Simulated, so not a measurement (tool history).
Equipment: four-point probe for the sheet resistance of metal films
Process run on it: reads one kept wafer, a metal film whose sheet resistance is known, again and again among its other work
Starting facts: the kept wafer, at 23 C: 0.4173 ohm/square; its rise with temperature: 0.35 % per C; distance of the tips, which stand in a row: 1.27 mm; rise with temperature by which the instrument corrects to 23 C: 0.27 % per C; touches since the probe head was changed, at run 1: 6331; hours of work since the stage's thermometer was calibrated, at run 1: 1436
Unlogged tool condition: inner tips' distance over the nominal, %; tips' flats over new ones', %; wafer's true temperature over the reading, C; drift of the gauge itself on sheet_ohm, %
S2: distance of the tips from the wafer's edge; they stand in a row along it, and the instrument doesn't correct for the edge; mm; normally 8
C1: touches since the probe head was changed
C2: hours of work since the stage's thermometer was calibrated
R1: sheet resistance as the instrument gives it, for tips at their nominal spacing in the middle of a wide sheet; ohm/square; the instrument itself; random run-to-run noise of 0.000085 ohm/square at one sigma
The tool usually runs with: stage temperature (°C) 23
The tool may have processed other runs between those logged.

{"run": 1, "hour": 0.0, "stage temperature (°C)": 23, "S2": 8, "C1": 6331, "C2": 1436, "R1": 0.423168}
{"run": 2, "hour": 14.0, "stage temperature (°C)": 23, "S2": 8, "C1": 6762, "C2": 1447, "R1": 0.42315}
{"run": 3, "hour": 23.1, "stage temperature (°C)": 31, "S2": 8, "C1": 7040, "C2": 1454, "R1": 0.425542}
{"run": 4, "hour": 38.3, "stage temperature (°C)": 23, "S2": 24, "C1": 7507, "C2": 1466, "R1": 0.4182}
{"run": 5, "hour": 46.8, "stage temperature (°C)": 23, "S2": 24, "C1": 7767, "C2": 1472, "R1": 0.41811}
{"run": 6, "hour": 61.0, "stage temperature (°C)": 23, "S2": 3, "C1": 8201, "C2": 1483, "R1": 0.454017}
{"run": 7, "hour": 69.5, "stage temperature (°C)": 23, "S2": 8, "C1": 8463, "C2": 1490, "R1": 0.422965}
{"run": 8, "hour": 80.0, "stage temperature (°C)": 23, "S2": 8, "C1": 8785, "C2": 1498, "R1": 0.423186}
{"run": 9, "hour": 87.7, "stage temperature (°C)": 23, "S2": 8, "C1": 9023, "C2": 1504, "R1": 0.423066}
{"run": 10, "hour": 97.0, "stage temperature (°C)": 23, "S2": 8, "C1": 9306, "C2": 1511, "R1": 0.422968}
{"run": 11, "hour": 105.1, "stage temperature (°C)": 22, "S2": 8, "C1": 9556, "C2": 1517, "R1": 0.422866}
{"run": 12, "hour": 112.0, "stage temperature (°C)": 22, "S2": 8, "C1": 9765, "C2": 1523, "R1": 0.422769}
{"run": 13, "hour": 121.2, "stage temperature (°C)": 22, "S2": 8, "C1": 10049, "C2": 1530, "R1": 0.422741}
{"run": 14, "hour": 129.8, "stage temperature (°C)": 19, "S2": 8, "C1": 10312, "C2": 1536, "R1": 0.421711}
{"run": 15, "hour": 137.0, "stage temperature (°C)": 18, "S2": 5, "C1": 10534, "C2": 1542, "R1": 0.429667}
{"run": 16, "hour": 146.9, "stage temperature (°C)": 30, "S2": 5, "C1": 10838, "C2": 1550, "R1": 0.433518}
{"run": 17, "hour": 157.5, "stage temperature (°C)": 30, "S2": 25, "C1": 11161, "C2": 1558, "R1": 0.420124}
{"run": 18, "hour": 170.1, "stage temperature (°C)": 32, "S2": 4, "C1": 11549, "C2": 1568, "R1": 0.441449}
{"run": 19, "hour": 184.1, "stage temperature (°C)": 22, "S2": 25, "C1": 11977, "C2": 1578, "R1": 0.417606}
{"run": 20, "hour": 193.5, "stage temperature (°C)": 22, "S2": 25, "C1": 12265, "C2": 1586, "R1": 0.417613}
{"run": 21, "hour": 202.2, "stage temperature (°C)": 22, "S2": 25, "C1": 12534, "C2": 1592, "R1": 0.417491}
{"run": 22, "hour": 209.8, "stage temperature (°C)": 24, "S2": 4, "C1": 12767, "C2": 1598, "R1": 0.438796}
{"run": 23, "hour": 218.7, "stage temperature (°C)": 19, "S2": 3, "C1": 13040, "C2": 1605, "R1": 0.452469}
{"hour": 224.9, "done": "stage's thermometer calibrated"}
{"run": 24, "hour": 234.6, "stage temperature (°C)": 22, "S2": 5, "C1": 13512, "C2": 8, "R1": 0.431721}
{"run": 25, "hour": 246.1, "stage temperature (°C)": 22, "S2": 5, "C1": 13865, "C2": 16, "R1": 0.431786}
{"run": 26, "hour": 256.4, "stage temperature (°C)": 35, "S2": 41, "C1": 14179, "C2": 24, "R1": 0.421705}
{"run": 27, "hour": 267.0, "stage temperature (°C)": 35, "S2": 41, "C1": 14507, "C2": 33, "R1": 0.421815}

Consider 4 possible next runs. They are alternatives, not a sequence: every one starts from the tool as it was left by run 27. What does each give?
{"run": "A", "hour": 279.8, "stage temperature (°C)": 32, "S2": 10, "C1": 14900, "C2": 42, "R1": "?"}
{"run": "B", "hour": 279.8, "stage temperature (°C)": 23, "S2": 19, "C1": 14900, "C2": 42, "R1": "?"}
{"run": "C", "hour": 279.8, "stage temperature (°C)": 25, "S2": 25, "C1": 14900, "C2": 42, "R1": "?"}
{"run": "D", "hour": 279.8, "stage temperature (°C)": 22, "S2": 15, "C1": 14900, "C2": 42, "R1": "?"}

run=A R1=0.424221
run=B R1=0.419071
run=C R1=0.419275
run=D R1=0.419320
Had the tool no hidden state, the same runs would have come out as:
run=A R1=0.423496
run=B R1=0.418355
run=C R1=0.418559
run=D R1=0.418604
